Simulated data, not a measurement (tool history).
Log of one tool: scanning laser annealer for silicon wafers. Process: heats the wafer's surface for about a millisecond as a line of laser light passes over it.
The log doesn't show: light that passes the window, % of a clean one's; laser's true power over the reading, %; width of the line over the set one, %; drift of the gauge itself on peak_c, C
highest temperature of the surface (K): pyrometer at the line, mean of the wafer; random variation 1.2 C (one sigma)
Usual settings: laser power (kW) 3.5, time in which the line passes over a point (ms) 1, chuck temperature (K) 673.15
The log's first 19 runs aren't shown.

| run | day | laser power (kW) | time in which the line passes over a point (ms) | chuck temperature (K) | hours of work since the window was cleaned | hours of work since the power meter was calibrated | hours of work since the optics were aligned | highest temperature of the surface (K) |
|---|---|---|---|---|---|---|---|---|
| 20 | 12.783 | 3.5 | 1 | 694.15 | 353 | 13 | 556 | 1467.15 |
| 21 | 13.329 | 3.288 | 1 | 679.15 | 359 | 20 | 563 | 1402.15 |
| 22 | 14.229 | 3.43 | 1 | 673.15 | 371 | 32 | 575 | 1426.15 |
| 23 | 15.188 | 3.43 | 1 | 673.15 | 383 | 44 | 587 | 1428.15 |
| 24 | 15.883 | 3.43 | 1 | 673.15 | 392 | 53 | 596 | 1428.15 |
|  | 16.358 | laser's power meter calibrated, once more |
| 25 | 16.512 | 3.668 | 1.1 | 675.15 | 398 | 2 | 602 | 1523.15 |
| 26 | 17.104 | 3.5 | 1 | 663.15 | 406 | 9 | 610 | 1434.15 |
| 27 | 17.85 | 3.675 | 0.94 | 672.15 | 415 | 19 | 619 | 1458.15 |
| 28 | 18.442 | 3.584 | 1.08 | 670.15 | 422 | 26 | 626 | 1492.15 |
| 29 | 19.304 | 3.5 | 1 | 694.15 | 433 | 37 | 637 | 1466.15 |
| 30 | 19.712 | 3.5 | 1 | 694.15 | 439 | 42 | 642 | 1463.15 |
| 31 | 20.496 | 3.506 | 0.85 | 642.15 | 448 | 52 | 652 | 1353.15 |
| 32 | 21.238 | 3.506 | 0.85 | 642.15 | 458 | 62 | 662 | 1352.15 |
| 33 | 22.104 | 3.421 | 1.17 | 708.15 | 469 | 73 | 673 | 1519.15 |
| 34 | 22.762 | 3.76 | 1 | 677.15 | 477 | 81 | 681 | 1505.15 |
| 35 | 23.325 | 3.717 | 0.98 | 693.15 | 484 | 88 | 688 | 1503.15 |
| 36 | 23.825 | 3.717 | 0.98 | 693.15 | 490 | 94 | 694 | 1505.15 |
| 37 | 24.488 | 3.268 | 1.14 | 693.15 | 499 | 103 | 703 | 1457.15 |
| 38 | 25.221 | 3.775 | 0.81 | 673.15 | 508 | 112 | 712 | 1422.15 |
| 39 | 25.912 | 3.783 | 0.83 | 681.15 | 517 | 121 | 721 | 1440.15 |
| 40 | 26.512 | 2.977 | 1.11 | 703.15 | 524 | 128 | 728 | 1388.15 |

5 ways to go on from here, each from the tool as it stands after run 40. What would each give?
| A | 27.4 | 3.469 | 0.8 | 657.15 | 536 | 139 | 740 | ? |
| B | 27.4 | 3.036 | 0.84 | 703.15 | 536 | 139 | 740 | ? |
| C | 27.4 | 3.493 | 1.04 | 638.15 | 536 | 139 | 740 | ? |
| D | 27.4 | 3.5 | 0.79 | 673.15 | 536 | 139 | 740 | ? |
| E | 27.4 | 3.718 | 0.73 | 675.15 | 536 | 139 | 740 | ? |

| run | highest temperature of the surface (K) |
|---|---|
| A | 1335.15 |
| B | 1311.15 |
| C | 1420.15 |
| D | 1355.15 |
| E | 1375.15 |
Without the tool's hidden state the same runs would have given:
| run | highest temperature of the surface (K) |
|---|---|
| A | 1357.15 |
| B | 1330.15 |
| C | 1445.15 |
| D | 1377.15 |
| E | 1397.15 |
